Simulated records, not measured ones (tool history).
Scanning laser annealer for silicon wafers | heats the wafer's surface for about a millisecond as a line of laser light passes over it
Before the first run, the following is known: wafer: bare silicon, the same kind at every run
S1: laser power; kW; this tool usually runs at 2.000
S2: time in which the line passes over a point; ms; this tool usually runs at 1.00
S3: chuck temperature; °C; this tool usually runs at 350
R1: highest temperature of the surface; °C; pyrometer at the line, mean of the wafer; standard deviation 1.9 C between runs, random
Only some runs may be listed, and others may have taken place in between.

run,hour,S1,S2,S3,R1
1,0.0,2.000,1.00,350,1117
2,20.8,2.000,1.00,350,1118
3,42.5,2.006,1.00,350,1119
4,63.1,2.006,1.00,350,1116
5,80.8,2.006,1.00,350,1119
6,92.2,2.006,0.92,350,1081

For run 7, what comes out?
7,102.6,1.996,1.08,321,?

R1: 1114 °C
With no hidden state in the tool, this same run would have given R1 1145 °C.
